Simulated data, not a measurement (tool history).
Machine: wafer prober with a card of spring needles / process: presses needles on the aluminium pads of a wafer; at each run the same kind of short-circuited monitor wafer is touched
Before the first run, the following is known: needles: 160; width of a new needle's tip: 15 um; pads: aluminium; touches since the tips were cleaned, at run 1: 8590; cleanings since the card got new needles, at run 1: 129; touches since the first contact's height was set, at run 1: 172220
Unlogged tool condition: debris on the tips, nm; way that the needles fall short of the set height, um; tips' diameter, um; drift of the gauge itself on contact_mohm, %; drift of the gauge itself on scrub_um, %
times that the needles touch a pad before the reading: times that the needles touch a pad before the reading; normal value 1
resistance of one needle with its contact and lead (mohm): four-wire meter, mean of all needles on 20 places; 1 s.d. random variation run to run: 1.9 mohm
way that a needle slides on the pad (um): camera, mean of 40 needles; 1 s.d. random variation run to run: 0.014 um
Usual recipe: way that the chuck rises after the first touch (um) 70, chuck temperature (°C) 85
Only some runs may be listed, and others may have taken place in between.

run	hour	way that the chuck rises after the first touch (um)	chuck temperature (°C)	times that the needles touch a pad before the reading	touches since the tips were cleaned	cleanings since the card got new needles	touches since the first contact's height was set	resistance of one needle with its contact and lead (mohm)	way that a needle slides on the pad (um)
1	0	70	85	1	8590	129	172220	211	9.99
# hour 4.4: tips cleaned on abrasive film
# hour 24.5: tips cleaned on abrasive film
# hour 41.7: tips cleaned on abrasive film
# hour 62.3: tips cleaned on abrasive film
2	67.8	70	85	1	2799	133	206666	206	10.01
# hour 76.7: height of the first contact set anew
# hour 81: tips cleaned on abrasive film
# hour 98.2: tips cleaned on abrasive film
3	113.9	70	85	2	8026	135	18934	209	9.99
# hour 118.3: tips cleaned on abrasive film
# hour 139.1: tips cleaned on abrasive film
# hour 156.3: tips cleaned on abrasive film
# hour 177.6: tips cleaned on abrasive film
4	183.3	70	85	2	2867	139	54167	207	10
# hour 196: tips cleaned on abrasive film
# hour 213.2: tips cleaned on abrasive film
# hour 232.6: tips cleaned on abrasive film
5	232.6	70	30	2	0	142	79227	193	9.98
# hour 253.4: tips cleaned on abrasive film
6	267.6	70	85	3	7230	143	97037	208	10
# hour 271.9: tips cleaned on abrasive film
# hour 289.1: tips cleaned on abrasive film
# hour 310.4: tips cleaned on abrasive film
# hour 329.2: tips cleaned on abrasive film
7	329.2	70	85	3	0	147	128338	207	9.98
# hour 349.1: tips cleaned on abrasive film
# hour 370.3: tips cleaned on abrasive film
# hour 391.1: tips cleaned on abrasive film
8	407.5	70	85	1	8367	150	168198	207	9.99
# hour 411.9: tips cleaned on abrasive film
# hour 432.6: tips cleaned on abrasive film
9	444.4	70	85	1	6023	152	186930	206	9.99
# hour 452.2: tips cleaned on abrasive film
# hour 473.6: tips cleaned on abrasive film
# hour 490.7: tips cleaned on abrasive film
# hour 491: height of the first contact set anew
# hour 511.5: tips cleaned on abrasive film
10	511.5	70	85	1	0	156	10419	210	9.97
# hour 532.5: tips cleaned on abrasive film
# hour 552.7: tips cleaned on abrasive film
# hour 572.5: tips cleaned on abrasive film
11	576.8	70	85	1	2213	159	43612	206	9.99
# hour 589.8: tips cleaned on abrasive film
# hour 607: tips cleaned on abrasive film
# hour 627.7: tips cleaned on abrasive film
# hour 647.8: tips cleaned on abrasive film
12	649.5	70	85	1	869	163	80582	210	10
# hour 666.7: tips cleaned on abrasive film
# hour 687.4: tips cleaned on abrasive film
# hour 708.1: tips cleaned on abrasive film
13	724.5	79	85	1	8380	166	118750	203	11.28
# hour 728.9: tips cleaned on abrasive film
# hour 746.1: tips cleaned on abrasive film
# hour 767: tips cleaned on abrasive film
14	771.4	64	85	1	2269	169	142555	207	9.13
# hour 788.3: tips cleaned on abrasive film
# hour 805.4: tips cleaned on abrasive film
# hour 826.2: tips cleaned on abrasive film
# hour 845.8: tips cleaned on abrasive film
15	845.8	82	85	1	0	173	180360	209	11.7
# hour 866.8: tips cleaned on abrasive film
# hour 887.6: tips cleaned on abrasive film
16	897	75	82	1	4788	175	206417	208	10.7
# hour 905.6: tips cleaned on abrasive film
# hour 905.9: height of the first contact set anew
# hour 926.8: tips cleaned on abrasive film
# hour 947.9: tips cleaned on abrasive film
17	963.4	52	83	1	7907	178	29262	211	7.43
# hour 967.8: tips cleaned on abrasive film
# hour 985: tips cleaned on abrasive film
# hour 1005: tips cleaned on abrasive film
# hour 1022.2: tips cleaned on abrasive film
18	1034.8	56	83	1	6480	182	65554	212	7.98
# hour 1043.5: tips cleaned on abrasive film
# hour 1064.3: tips cleaned on abrasive film
# hour 1081.5: tips cleaned on abrasive film
# hour 1103: tips cleaned on abrasive film
19	1107.1	56	83	1	2116	186	102275	215	8.01
# hour 1123.6: tips cleaned on abrasive film
# hour 1140.8: tips cleaned on abrasive film
# hour 1161.6: tips cleaned on abrasive film
20	1165.1	56	83	1	1787	189	131770	211	7.97
# hour 1182.3: tips cleaned on abrasive film
# hour 1202.6: tips cleaned on abrasive film
# hour 1219.8: tips cleaned on abrasive film
# hour 1237.5: tips cleaned on abrasive film
21	1237.5	56	83	1	0	193	168539	209	7.98
# hour 1257.5: tips cleaned on abrasive film
# hour 1277.8: tips cleaned on abrasive film
22	1279.5	56	83	1	866	195	189908	214	7.98
# hour 1296.5: tips cleaned on abrasive film
# hour 1316.4: tips cleaned on abrasive film
# hour 1321: height of the first contact set anew
# hour 1334.1: tips cleaned on abrasive film
23	1334.1	70	85	3	0	198	6621	208	9.97
# hour 1354.9: tips cleaned on abrasive film
# hour 1374.6: tips cleaned on abrasive film
24	1391.5	52	72	2	8632	200	35868	209	7.43
# hour 1395.3: tips cleaned on abrasive film
# hour 1416.4: tips cleaned on abrasive film
# hour 1437.3: tips cleaned on abrasive film
# hour 1458.7: tips cleaned on abrasive film
25	1468	52	27	2	4753	204	74770	201	7.42
# hour 1476.7: tips cleaned on abrasive film
# hour 1497.3: tips cleaned on abrasive film
26	1506.6	66	79	1	4763	206	94368	205	9.42
# hour 1514.9: tips cleaned on abrasive film
# hour 1535.7: tips cleaned on abrasive film
# hour 1557.1: tips cleaned on abrasive film
27	1565.1	66	79	1	4047	209	124089	209	9.41

Forecast each of these 3 alternatives for the next run:
# hour 1578: tips cleaned on abrasive film
# hour 1598.7: tips cleaned on abrasive film
A	1613.4	72	33	2	7525	211	148707	?	?
# hour 1578: tips cleaned on abrasive film
# hour 1598.7: tips cleaned on abrasive film
B	1613.4	66	76	2	7525	211	148707	?	?
# hour 1578: tips cleaned on abrasive film
# hour 1598.7: tips cleaned on abrasive film
C	1613.4	57	107	2	7525	211	148707	?	?

run	resistance of one needle with its contact and lead (mohm)	way that a needle slides on the pad (um)
A	193	10.27
B	205	9.41
C	215	8.14
Take away the tool's hidden state, keep each run's random variation, and the runs would have read:
run	resistance of one needle with its contact and lead (mohm)	way that a needle slides on the pad (um)
A	193	10.27
B	204	9.42
C	215	8.14

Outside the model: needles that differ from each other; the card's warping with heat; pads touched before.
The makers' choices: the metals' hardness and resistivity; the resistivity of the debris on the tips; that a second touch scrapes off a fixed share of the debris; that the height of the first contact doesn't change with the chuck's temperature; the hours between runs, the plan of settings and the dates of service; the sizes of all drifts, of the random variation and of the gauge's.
